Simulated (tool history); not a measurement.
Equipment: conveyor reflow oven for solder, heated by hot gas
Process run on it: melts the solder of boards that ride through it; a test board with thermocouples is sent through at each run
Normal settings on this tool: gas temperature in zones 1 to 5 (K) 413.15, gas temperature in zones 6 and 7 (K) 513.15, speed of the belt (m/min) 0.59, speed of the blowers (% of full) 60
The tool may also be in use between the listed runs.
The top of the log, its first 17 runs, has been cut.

run	hour	gas temperature in zones 1 to 5 (K)	gas temperature in zones 6 and 7 (K)	speed of the belt (m/min)	speed of the blowers (% of full)	hours of work since the flux was cleaned out	hours of work since the belt drive was overhauled	hours of work since the thermocouples were changed	highest temperature of the board (K)	time above the solder's melting point (s)
18	365.5	415.15	511.15	0.59	63	86	954	432	491.85	63.6
19	382.9	400.15	511.15	0.682	60	97	965	444	481.65	40.3
20	399.6	400.15	511.15	0.682	60	107	975	454	481.65	40.5
21	415.5	400.15	507.15	0.607	60	118	986	465	483.35	48.2
22	444.1	426.15	513.15	0.481	60	136	1004	483	500.65	91.7
23	462.9	426.15	502.15	0.582	78	148	1016	495	490.35	69.4
24	488.9	426.15	502.15	0.582	78	165	1033	512	490.15	69.4
25	506.2	426.15	502.15	0.582	78	176	1044	523	490.35	69.6
26	525.2	426.15	502.15	0.582	78	188	1056	535	490.55	69.2
# hour 544.9: thermocouples of zones 6 and 7 changed
27	555.8	417.15	502.15	0.582	78	206	1075	7	488.35	63.6
28	574.4	417.15	502.15	0.582	78	218	1086	19	488.65	63.6
29	596.8	417.15	502.15	0.582	78	233	1101	33	488.05	63.6
30	613.3	417.15	502.15	0.582	78	243	1111	44	488.25	63
31	629.3	421.15	502.15	0.544	78	254	1122	54	490.55	72.2

3 options for the next run, each taken on its own from the tool as it stands now. Forecast them:
A	651.4	413.15	513.15	0.59	75	268	1136	68	?	?
B	651.4	410.15	502.15	0.658	54	268	1136	68	?	?
C	651.4	418.15	502.15	0.682	82	268	1136	68	?	?

run	highest temperature of the board (K)	time above the solder's melting point (s)
A	495.75	66.1
B	474.85	36.9
C	484.75	50.7
Without the tool's hidden state the same runs would have given:
run	highest temperature of the board (K)	time above the solder's melting point (s)
A	497.25	66.5
B	476.15	38.3
C	486.25	51.7
